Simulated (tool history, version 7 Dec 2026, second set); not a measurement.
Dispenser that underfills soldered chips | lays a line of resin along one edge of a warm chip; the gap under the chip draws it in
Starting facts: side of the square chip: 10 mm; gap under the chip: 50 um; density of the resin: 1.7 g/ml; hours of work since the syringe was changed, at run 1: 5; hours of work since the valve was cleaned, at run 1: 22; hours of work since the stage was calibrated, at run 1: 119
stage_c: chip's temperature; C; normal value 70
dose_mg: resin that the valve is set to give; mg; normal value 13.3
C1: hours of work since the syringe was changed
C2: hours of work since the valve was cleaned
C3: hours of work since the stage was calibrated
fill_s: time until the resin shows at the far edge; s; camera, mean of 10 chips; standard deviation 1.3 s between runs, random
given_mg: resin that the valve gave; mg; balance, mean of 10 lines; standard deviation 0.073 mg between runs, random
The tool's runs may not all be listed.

Run 1, hour 0: usual settings; C1 5; C2 22; C3 119. Result: fill_s 160.6 s, given_mg 13.08 mg.
Run 2, hour 5.8: usual settings; C1 10; C2 27; C3 123. Result: fill_s 188.7 s, given_mg 13.07 mg.
At hour 7.9: new syringe of resin.
Run 3, hour 11: usual settings but dose_mg 15.1 mg; C1 2; C2 31; C3 127. Result: fill_s 139 s, given_mg 14.67 mg.
Run 4, hour 15.8: usual settings but dose_mg 15.1 mg; C1 6; C2 35; C3 131. Result: fill_s 162.5 s, given_mg 14.5 mg.
Run 5, hour 21.3: usual settings but dose_mg 15.1 mg; C1 11; C2 39; C3 135. Result: fill_s 193.2 s, given_mg 14.36 mg.
At hour 22.8: new syringe of resin.
Run 6, hour 28.1: usual settings but stage_c 75 C, dose_mg 15.1 mg; C1 4; C2 44; C3 140. Result: fill_s 116.7 s, given_mg 14.55 mg.
Run 7, hour 32.2: usual settings but stage_c 68 C; C1 7; C2 47; C3 144. Result: fill_s 187.8 s, given_mg 12.64 mg.
At hour 37.6: new syringe of resin.
Run 8, hour 38.6: usual settings but stage_c 68 C; C1 1; C2 52; C3 149. Result: fill_s 136.9 s, given_mg 12.64 mg.
Run 9, hour 43.2: usual settings but stage_c 78 C, dose_mg 12 mg; C1 4; C2 56; C3 152. Result: fill_s 107.5 s, given_mg 11.38 mg.
Run 10, hour 46.5: usual settings but stage_c 78 C, dose_mg 12 mg; C1 7; C2 59; C3 155. Result: fill_s 120.1 s, given_mg 11.16 mg.
Run 11, hour 50.9: usual settings but dose_mg 11.7 mg; C1 11; C2 62; C3 158. Result: fill_s 194.8 s, given_mg 11.08 mg.
At hour 52.5: new syringe of resin.
At hour 56.1: dispensing valve cleaned and set on the balance.
Run 12, hour 56.8: usual settings but dose_mg 11.7 mg; C1 3; C2 1; C3 162. Result: fill_s 147.5 s, given_mg 11.65 mg.
Run 13, hour 59.6: usual settings but dose_mg 14.4 mg; C1 5; C2 3; C3 164. Result: fill_s 152 s, given_mg 14.33 mg.
Run 14, hour 62.5: usual settings but dose_mg 14.4 mg; C1 7; C2 5; C3 167. Result: fill_s 168.6 s, given_mg 14.29 mg.
Run 15, hour 67.6: usual settings but dose_mg 14.4 mg; C1 11; C2 9; C3 171. Result: fill_s 199.4 s, given_mg 14.21 mg.

Predict each of these 3 candidate next runs independently; none follows another, all start after run 15:
At hour 68.4: new syringe of resin.
Run A, hour 71.7: usual settings but stage_c 71 C, dose_mg 15.8 mg; C1 3; C2 12; C3 174. Result: fill_s ?, given_mg ?.
At hour 68.4: new syringe of resin.
Run B, hour 71.7: usual settings but stage_c 55 C, dose_mg 11.5 mg; C1 3; C2 12; C3 174. Result: fill_s ?, given_mg ?.
At hour 68.4: new syringe of resin.
Run C, hour 71.7: usual settings but dose_mg 13.8 mg; C1 3; C2 12; C3 174. Result: fill_s ?, given_mg ?.

run  fill_s  given_mg
  A   132.1      15.5
  B   291.1     11.35
  C   138.2     13.77
Without the tool's unlogged condition, the same runs would have read:
run  fill_s  given_mg
  A   121.8     15.74
  B   268.5     11.53
  C   127.4     13.98
